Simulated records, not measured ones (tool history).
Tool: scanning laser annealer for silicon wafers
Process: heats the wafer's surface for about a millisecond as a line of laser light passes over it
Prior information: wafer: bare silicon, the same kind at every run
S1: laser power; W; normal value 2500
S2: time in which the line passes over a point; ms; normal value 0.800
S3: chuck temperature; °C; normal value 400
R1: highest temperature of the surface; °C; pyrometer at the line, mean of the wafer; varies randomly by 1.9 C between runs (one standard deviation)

| run | day | S1 | S2 | S3 | R1 |
|---|---|---|---|---|---|
| 1 | 0.000 | 2500 | 0.800 | 400 | 1201 |
| 2 | 1.525 | 2641 | 0.800 | 400 | 1249 |
| 3 | 4.604 | 2500 | 0.800 | 400 | 1206 |
| 4 | 5.992 | 2500 | 0.800 | 400 | 1204 |
| 5 | 8.833 | 2500 | 0.800 | 400 | 1201 |
|  | 9.942 | window over the wafer cleaned |
| 6 | 11.275 | 2500 | 0.800 | 400 | 1226 |
| 7 | 13.179 | 2500 | 0.800 | 423 | 1246 |
| 8 | 15.362 | 2500 | 0.800 | 390 | 1211 |
| 9 | 18.383 | 2500 | 0.800 | 390 | 1214 |
| 10 | 20.046 | 2500 | 0.800 | 400 | 1221 |
| 11 | 22.917 | 2500 | 0.800 | 400 | 1223 |
| 12 | 25.575 | 2500 | 0.800 | 400 | 1221 |
| 13 | 28.462 | 2500 | 0.800 | 400 | 1221 |
| 14 | 31.075 | 2500 | 0.800 | 400 | 1218 |
| 15 | 32.750 | 2500 | 0.800 | 400 | 1223 |
| 16 | 34.875 | 2500 | 0.800 | 400 | 1216 |
| 17 | 38.083 | 2500 | 0.800 | 400 | 1215 |
| 18 | 39.579 | 2500 | 0.800 | 373 | 1187 |
| 19 | 42.358 | 2146 | 0.800 | 373 | 1069 |
| 20 | 44.400 | 2479 | 0.778 | 396 | 1189 |
| 21 | 46.671 | 2159 | 0.726 | 409 | 1077 |
| 22 | 48.529 | 2146 | 0.978 | 400 | 1164 |
| 23 | 51.412 | 2146 | 0.978 | 400 | 1162 |
| 24 | 54.550 | 2146 | 0.978 | 379 | 1139 |
| 25 | 56.588 | 2309 | 0.724 | 400 | 1114 |
| 26 | 58.921 | 2500 | 0.876 | 400 | 1244 |
|  | 60.383 | optics aligned, line set to its width |
| 27 | 61.758 | 2653 | 0.645 | 400 | 1188 |
| 28 | 63.871 | 2653 | 0.688 | 400 | 1210 |
| 29 | 65.838 | 2653 | 0.688 | 400 | 1211 |
| 30 | 68.388 | 2184 | 0.951 | 401 | 1170 |
| 31 | 70.692 | 2184 | 0.951 | 401 | 1168 |
| 32 | 73.450 | 2721 | 0.765 | 406 | 1275 |
| 33 | 75.146 | 2668 | 0.875 | 400 | 1307 |
| 34 | 77.483 | 2197 | 0.800 | 401 | 1115 |
| 35 | 79.904 | 2500 | 0.645 | 400 | 1138 |

Forecast each of these 5 alternatives for the next run:
| A | 81.600 | 2695 | 0.652 | 389 | ? |
| B | 81.600 | 2500 | 0.860 | 420 | ? |
| C | 81.600 | 2500 | 0.800 | 412 | ? |
| D | 81.600 | 2571 | 0.990 | 380 | ? |
| E | 81.600 | 2200 | 0.772 | 400 | ? |

| run | R1 |
|---|---|
| A | 1189 |
| B | 1258 |
| C | 1223 |
| D | 1303 |
| E | 1102 |
With no hidden state in the tool, these same runs would have given:
| run | R1 |
|---|---|
| A | 1199 |
| B | 1269 |
| C | 1233 |
| D | 1314 |
| E | 1110 |
